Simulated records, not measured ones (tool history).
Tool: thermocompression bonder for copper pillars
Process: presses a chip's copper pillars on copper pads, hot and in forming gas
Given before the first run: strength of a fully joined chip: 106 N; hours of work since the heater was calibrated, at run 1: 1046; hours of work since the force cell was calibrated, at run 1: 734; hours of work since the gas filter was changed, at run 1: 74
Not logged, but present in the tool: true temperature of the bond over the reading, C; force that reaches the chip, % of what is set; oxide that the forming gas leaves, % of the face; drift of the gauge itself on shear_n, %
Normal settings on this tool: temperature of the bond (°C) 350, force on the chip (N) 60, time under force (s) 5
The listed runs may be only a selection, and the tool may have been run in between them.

| run | day | temperature of the bond (°C) | force on the chip (N) | time under force (s) | hours of work since the heater was calibrated | hours of work since the force cell was calibrated | hours of work since the gas filter was changed | force that shears a chip off (N) |
|---|---|---|---|---|---|---|---|---|
| 1 | 0.000 | 350 | 60 | 5 | 1046 | 734 | 74 | 46.0 |
| 2 | 1.233 | 350 | 60 | 5 | 1068 | 756 | 96 | 45.5 |
|  | 2.304 | heater calibrated with a thermocouple chip |
| 3 | 3.262 | 350 | 60 | 5 | 17 | 790 | 130 | 50.3 |
| 4 | 4.862 | 350 | 60 | 5 | 45 | 818 | 159 | 49.0 |
| 5 | 6.088 | 350 | 60 | 5 | 67 | 840 | 180 | 50.0 |
| 6 | 7.771 | 350 | 60 | 5 | 96 | 869 | 210 | 48.6 |
|  | 9.067 | forming gas filter changed |
| 7 | 9.754 | 337 | 60 | 5 | 131 | 904 | 12 | 43.6 |
| 8 | 11.921 | 379 | 60 | 5 | 169 | 942 | 50 | 61.8 |
| 9 | 13.079 | 379 | 60 | 5 | 190 | 963 | 71 | 62.2 |
| 10 | 14.942 | 364 | 60 | 5 | 223 | 995 | 104 | 55.5 |
| 11 | 16.083 | 364 | 60 | 5 | 243 | 1015 | 124 | 55.7 |
| 12 | 17.133 | 364 | 60 | 5 | 261 | 1034 | 142 | 55.4 |
| 13 | 19.288 | 364 | 60 | 5 | 299 | 1072 | 180 | 56.2 |
| 14 | 20.546 | 364 | 60 | 5 | 321 | 1094 | 202 | 54.6 |
|  | 22.233 | forming gas filter changed |
| 15 | 22.829 | 364 | 60 | 5 | 361 | 1134 | 11 | 55.1 |
| 16 | 24.504 | 347 | 60 | 4 | 391 | 1164 | 40 | 43.9 |
| 17 | 26.271 | 347 | 60 | 4 | 422 | 1195 | 71 | 44.2 |
| 18 | 27.217 | 358 | 63 | 3 | 439 | 1211 | 88 | 45.7 |
| 19 | 29.350 | 358 | 63 | 3 | 476 | 1249 | 126 | 44.9 |
|  | 29.617 | force cell calibrated |
| 20 | 30.629 | 358 | 63 | 3 | 498 | 18 | 147 | 46.4 |
| 21 | 31.579 | 358 | 48 | 3 | 514 | 35 | 164 | 35.9 |
| 22 | 32.717 | 352 | 68 | 6 | 534 | 55 | 184 | 59.9 |
| 23 | 34.846 | 373 | 44 | 3 | 572 | 92 | 221 | 37.8 |
|  | 35.442 | forming gas filter changed |
| 24 | 37.054 | 350 | 60 | 7 | 611 | 131 | 28 | 56.0 |
| 25 | 39.129 | 357 | 60 | 3 | 647 | 167 | 65 | 43.5 |
|  | 40.346 | force cell calibrated, once more |
| 26 | 41.033 | 350 | 38 | 5 | 680 | 12 | 97 | 29.0 |
| 27 | 43.321 | 350 | 47 | 10 | 720 | 52 | 138 | 46.3 |

What if the next run were any one of these 5? Each begins from the tool's condition after run 27:
| A | 45.425 | 348 | 62 | 3 | 757 | 90 | 175 | ? |
| B | 45.425 | 350 | 47 | 10 | 757 | 90 | 175 | ? |
| C | 45.425 | 340 | 47 | 3 | 757 | 90 | 175 | ? |
| D | 45.425 | 357 | 37 | 3 | 757 | 90 | 175 | ? |
| E | 45.425 | 377 | 45 | 10 | 757 | 90 | 175 | ? |

| run | force that shears a chip off (N) |
|---|---|
| A | 37.4 |
| B | 46.2 |
| C | 26.2 |
| D | 23.8 |
| E | 56.0 |
With no hidden state in the tool, these same runs would have given:
| run | force that shears a chip off (N) |
|---|---|
| A | 42.0 |
| B | 51.5 |
| C | 29.7 |
| D | 27.0 |
| E | 61.4 |

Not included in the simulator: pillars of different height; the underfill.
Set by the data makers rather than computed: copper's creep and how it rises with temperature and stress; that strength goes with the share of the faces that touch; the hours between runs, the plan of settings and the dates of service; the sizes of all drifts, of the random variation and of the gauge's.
